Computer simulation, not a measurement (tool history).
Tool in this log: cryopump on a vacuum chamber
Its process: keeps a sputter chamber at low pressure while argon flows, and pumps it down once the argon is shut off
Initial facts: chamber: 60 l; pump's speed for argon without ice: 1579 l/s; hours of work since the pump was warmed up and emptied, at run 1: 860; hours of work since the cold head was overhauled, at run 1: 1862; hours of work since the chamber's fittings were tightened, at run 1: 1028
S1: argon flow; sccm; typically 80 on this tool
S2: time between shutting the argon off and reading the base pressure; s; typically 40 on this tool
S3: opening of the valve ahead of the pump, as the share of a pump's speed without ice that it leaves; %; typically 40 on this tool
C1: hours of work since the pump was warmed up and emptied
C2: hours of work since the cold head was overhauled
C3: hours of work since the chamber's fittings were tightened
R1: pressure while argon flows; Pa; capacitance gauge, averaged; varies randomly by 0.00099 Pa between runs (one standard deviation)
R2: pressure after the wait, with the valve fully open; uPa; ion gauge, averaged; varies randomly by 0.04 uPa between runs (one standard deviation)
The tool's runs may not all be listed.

{"run": 1, "hour": 0.0, "S1": 80, "S2": 40, "S3": 40, "C1": 860, "C2": 1862, "C3": 1028, "R1": 0.25, "R2": 3.06}
{"run": 2, "hour": 38.6, "S1": 80, "S2": 40, "S3": 40, "C1": 881, "C2": 1884, "C3": 1050, "R1": 0.2512, "R2": 3.11}
{"run": 3, "hour": 105.2, "S1": 80, "S2": 40, "S3": 40, "C1": 919, "C2": 1922, "C3": 1088, "R1": 0.2542, "R2": 3.15}
{"run": 4, "hour": 175.7, "S1": 80, "S2": 40, "S3": 26, "C1": 959, "C2": 1962, "C3": 1128, "R1": 0.3716, "R2": 3.24}
{"hour": 209.4, "done": "pump warmed up, emptied and cooled again"}
{"run": 5, "hour": 254.7, "S1": 80, "S2": 40, "S3": 40, "C1": 26, "C2": 2004, "C3": 1170, "R1": 0.2198, "R2": 3.0}
{"run": 6, "hour": 290.4, "S1": 56, "S2": 40, "S3": 40, "C1": 46, "C2": 2024, "C3": 1190, "R1": 0.1544, "R2": 2.96}
{"run": 7, "hour": 372.2, "S1": 56, "S2": 40, "S3": 40, "C1": 92, "C2": 2071, "C3": 1237, "R1": 0.154, "R2": 2.9}
{"run": 8, "hour": 433.1, "S1": 44, "S2": 134, "S3": 20, "C1": 127, "C2": 2105, "C3": 1271, "R1": 0.2399, "R2": 1.5}
{"run": 9, "hour": 507.9, "S1": 65, "S2": 125, "S3": 44, "C1": 170, "C2": 2148, "C3": 1314, "R1": 0.1651, "R2": 1.53}
{"run": 10, "hour": 592.2, "S1": 65, "S2": 125, "S3": 44, "C1": 217, "C2": 2195, "C3": 1362, "R1": 0.1649, "R2": 1.62}
{"run": 11, "hour": 665.3, "S1": 97, "S2": 207, "S3": 18, "C1": 259, "C2": 2237, "C3": 1403, "R1": 0.592, "R2": 1.37}
{"run": 12, "hour": 748.5, "S1": 59, "S2": 94, "S3": 38, "C1": 306, "C2": 2284, "C3": 1450, "R1": 0.1751, "R2": 1.83}
{"run": 13, "hour": 792.9, "S1": 33, "S2": 50, "S3": 50, "C1": 331, "C2": 2309, "C3": 1476, "R1": 0.0768, "R2": 2.77}

Forecast each of these 4 alternatives for the next run:
{"run": "A", "hour": 874.3, "S1": 37, "S2": 50, "S3": 50, "C1": 378, "C2": 2356, "C3": 1522, "R1": "?", "R2": "?"}
{"run": "B", "hour": 874.3, "S1": 80, "S2": 229, "S3": 40, "C1": 378, "C2": 2356, "C3": 1522, "R1": "?", "R2": "?"}
{"run": "C", "hour": 874.3, "S1": 80, "S2": 21, "S3": 45, "C1": 378, "C2": 2356, "C3": 1522, "R1": "?", "R2": "?"}
{"run": "D", "hour": 874.3, "S1": 80, "S2": 26, "S3": 17, "C1": 378, "C2": 2356, "C3": 1522, "R1": "?", "R2": "?"}

run=A R1=0.0866 R2=2.78
run=B R1=0.2275 R2=1.46
run=C R1=0.2049 R2=5.13
run=D R1=0.5140 R2=4.32
With no hidden state in the tool, these same runs would have given:
run=A R1=0.0795 R2=1.88
run=B R1=0.2123 R2=0.56
run=C R1=0.1896 R2=4.22
run=D R1=0.4988 R2=3.44
